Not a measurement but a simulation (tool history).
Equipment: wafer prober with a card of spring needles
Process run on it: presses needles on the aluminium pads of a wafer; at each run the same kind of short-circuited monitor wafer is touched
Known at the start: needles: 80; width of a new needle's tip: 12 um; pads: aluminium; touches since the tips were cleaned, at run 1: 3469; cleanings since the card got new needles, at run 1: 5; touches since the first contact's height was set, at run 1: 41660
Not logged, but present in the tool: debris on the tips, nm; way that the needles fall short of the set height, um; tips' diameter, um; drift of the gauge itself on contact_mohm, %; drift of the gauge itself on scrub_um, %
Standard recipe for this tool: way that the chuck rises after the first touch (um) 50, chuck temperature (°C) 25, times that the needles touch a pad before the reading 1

run,hour,way that the chuck rises after the first touch (um),chuck temperature (°C),times that the needles touch a pad before the reading,touches since the tips were cleaned,cleanings since the card got new needles,touches since the first contact's height was set,resistance of one needle with its contact and lead (mohm),way that a needle slides on the pad (um)
1,0.0,50,25,1,3469,5,41660,188,11.17
2,5.0,50,25,1,5120,5,43311,200,11.15
# hour 11.4: tips cleaned on abrasive film
3,13.5,50,25,1,689,6,46082,161,11.16
4,22.3,50,112,1,3568,6,48961,198,11.17
5,29.7,50,112,1,6002,6,51395,213,11.14
# hour 33.5: tips cleaned on abrasive film
6,36.4,50,112,1,964,7,53569,181,11.15
7,42.8,50,112,1,3080,7,55685,196,11.15
8,46.9,46,25,1,4412,7,57017,202,10.25
9,53.4,46,25,1,6563,7,59168,212,10.24
# hour 55.7: tips cleaned on abrasive film
10,58.6,35,25,2,965,8,60859,174,7.78
# hour 59.5: height of the first contact set anew
11,65.1,34,55,3,2981,8,1822,181,7.49
12,72.2,52,25,2,5330,8,4171,181,11.56
13,76.3,63,39,2,6668,8,5509,172,14.01
# hour 78.3: tips cleaned on abrasive film
14,84.2,60,110,3,1964,9,8097,169,13.32
15,89.0,31,81,1,3525,9,9658,244,6.82
# hour 89.8: height of the first contact set anew, once more
16,98.8,48,83,1,6655,9,2977,209,10.74

Predict the results of run 17:
# hour 101.3: tips cleaned on abrasive film
17,107.7,54,98,1,2117,10,5868,?,?

{"run 17": {"resistance of one needle with its contact and lead (mohm)": 187, "way that a needle slides on the pad (um)": 12.09}}
Without the tool's hidden state the same run would have given resistance of one needle with its contact and lead (mohm) 161, way that a needle slides on the pad (um) 12.10.
